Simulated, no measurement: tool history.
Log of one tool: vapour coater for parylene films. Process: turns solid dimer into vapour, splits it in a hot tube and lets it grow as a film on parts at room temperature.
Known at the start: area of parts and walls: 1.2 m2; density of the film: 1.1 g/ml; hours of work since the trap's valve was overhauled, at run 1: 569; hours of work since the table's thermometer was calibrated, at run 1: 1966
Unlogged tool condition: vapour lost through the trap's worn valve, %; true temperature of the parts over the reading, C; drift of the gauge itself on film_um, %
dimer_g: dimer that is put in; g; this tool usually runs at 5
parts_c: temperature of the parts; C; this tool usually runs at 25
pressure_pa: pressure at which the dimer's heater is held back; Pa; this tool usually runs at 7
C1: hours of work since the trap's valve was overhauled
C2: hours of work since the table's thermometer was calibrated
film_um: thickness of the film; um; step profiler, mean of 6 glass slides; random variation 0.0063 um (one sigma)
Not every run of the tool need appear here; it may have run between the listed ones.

run 1 hour=0 | dimer_g=5 parts_c=25 pressure_pa=7 | C1=569 C2=1966 | film_um=1.67
-- hour=33.9 trap's valve overhauled
run 2 hour=55.3 | dimer_g=5 parts_c=25 pressure_pa=7 | C1=17 C2=2007 | film_um=1.762
run 3 hour=132.2 | dimer_g=5 parts_c=25 pressure_pa=7 | C1=78 C2=2068 | film_um=1.76
run 4 hour=197.3 | dimer_g=5 parts_c=25 pressure_pa=2.55 | C1=130 C2=2120 | film_um=1.98
run 5 hour=271.9 | dimer_g=5 parts_c=25 pressure_pa=7 | C1=190 C2=2180 | film_um=1.727
run 6 hour=352.1 | dimer_g=5 parts_c=25 pressure_pa=5.32 | C1=254 C2=2244 | film_um=1.791
-- hour=367.5 table's thermometer calibrated
run 7 hour=421.8 | dimer_g=5 parts_c=25 pressure_pa=5.32 | C1=308 C2=43 | film_um=1.834
run 8 hour=473.2 | dimer_g=5 parts_c=25 pressure_pa=5.32 | C1=349 C2=84 | film_um=1.817
run 9 hour=513.9 | dimer_g=9 parts_c=25 pressure_pa=7 | C1=382 C2=117 | film_um=3.147
run 10 hour=585.1 | dimer_g=9 parts_c=25 pressure_pa=7 | C1=439 C2=173 | film_um=3.132
run 11 hour=643.6 | dimer_g=5 parts_c=25 pressure_pa=3.02 | C1=485 C2=220 | film_um=1.926
run 12 hour=701.7 | dimer_g=5 parts_c=25 pressure_pa=4.5 | C1=532 C2=266 | film_um=1.823
run 13 hour=774.2 | dimer_g=5 parts_c=25 pressure_pa=4.5 | C1=589 C2=324 | film_um=1.804
-- hour=784.8 trap's valve overhauled
run 14 hour=820.9 | dimer_g=5 parts_c=25 pressure_pa=4.5 | C1=29 C2=358 | film_um=1.899
run 15 hour=874.2 | dimer_g=3 parts_c=25 pressure_pa=7 | C1=71 C2=401 | film_um=1.065
run 16 hour=945.2 | dimer_g=3 parts_c=30 pressure_pa=7 | C1=128 C2=457 | film_um=0.956
run 17 hour=1023.4 | dimer_g=5 parts_c=25 pressure_pa=7 | C1=190 C2=520 | film_um=1.762
run 18 hour=1095.1 | dimer_g=7 parts_c=25 pressure_pa=7 | C1=247 C2=577 | film_um=2.455
run 19 hour=1157.1 | dimer_g=5 parts_c=25 pressure_pa=7 | C1=297 C2=626 | film_um=1.742
run 20 hour=1236.3 | dimer_g=5 parts_c=25 pressure_pa=7 | C1=360 C2=689 | film_um=1.734
run 21 hour=1282.2 | dimer_g=5 parts_c=25 pressure_pa=7 | C1=397 C2=726 | film_um=1.73
run 22 hour=1353.3 | dimer_g=5 parts_c=25 pressure_pa=7 | C1=453 C2=783 | film_um=1.723
run 23 hour=1397.3 | dimer_g=5 parts_c=25 pressure_pa=7 | C1=488 C2=818 | film_um=1.72
run 24 hour=1475.4 | dimer_g=5 parts_c=25 pressure_pa=7 | C1=551 C2=880 | film_um=1.706
-- hour=1532.6 trap's valve overhauled
run 25 hour=1543.5 | dimer_g=5 parts_c=25 pressure_pa=7 | C1=9 C2=931 | film_um=1.777
run 26 hour=1585.5 | dimer_g=3 parts_c=25 pressure_pa=7 | C1=42 C2=965 | film_um=1.061
run 27 hour=1622.4 | dimer_g=9 parts_c=32 pressure_pa=7 | C1=72 C2=994 | film_um=2.735
run 28 hour=1676.6 | dimer_g=2 parts_c=31 pressure_pa=3.89 | C1=115 C2=1037 | film_um=0.666
run 29 hour=1714.6 | dimer_g=5 parts_c=25 pressure_pa=7 | C1=145 C2=1068 | film_um=1.75
run 30 hour=1772.3 | dimer_g=5 parts_c=25 pressure_pa=2.5 | C1=191 C2=1114 | film_um=1.993
run 31 hour=1811.6 | dimer_g=3 parts_c=25 pressure_pa=2.5 | C1=222 C2=1145 | film_um=1.212
run 32 hour=1856.6 | dimer_g=3 parts_c=25 pressure_pa=2.5 | C1=258 C2=1181 | film_um=1.197
run 33 hour=1926.9 | dimer_g=3 parts_c=19 pressure_pa=10.56 | C1=314 C2=1237 | film_um=1.13
run 34 hour=1998 | dimer_g=2 parts_c=25 pressure_pa=7 | C1=371 C2=1294 | film_um=0.689
run 35 hour=2076.9 | dimer_g=3 parts_c=25 pressure_pa=3 | C1=434 C2=1357 | film_um=1.144
run 36 hour=2116.8 | dimer_g=3 parts_c=25 pressure_pa=3 | C1=466 C2=1388 | film_um=1.139
run 37 hour=2159.2 | dimer_g=2 parts_c=31 pressure_pa=8.15 | C1=500 C2=1422 | film_um=0.577
run 38 hour=2219.9 | dimer_g=2 parts_c=31 pressure_pa=8.15 | C1=548 C2=1471 | film_um=0.581
-- hour=2280.9 trap's valve overhauled
run 39 hour=2295 | dimer_g=5 parts_c=32 pressure_pa=7 | C1=11 C2=1527 | film_um=1.51
run 40 hour=2336.1 | dimer_g=8 parts_c=25 pressure_pa=7 | C1=44 C2=1560 | film_um=2.821
run 41 hour=2369.6 | dimer_g=8 parts_c=25 pressure_pa=7 | C1=71 C2=1587 | film_um=2.827

Run 42 is up next; what results do you expect?
run 42 hour=2410.8 | dimer_g=5 parts_c=32 pressure_pa=2.79 | C1=104 C2=1620 | film_um=?

film_um: 1.689 um
Without the tool's hidden state the same run would have given film_um 1.73 um.

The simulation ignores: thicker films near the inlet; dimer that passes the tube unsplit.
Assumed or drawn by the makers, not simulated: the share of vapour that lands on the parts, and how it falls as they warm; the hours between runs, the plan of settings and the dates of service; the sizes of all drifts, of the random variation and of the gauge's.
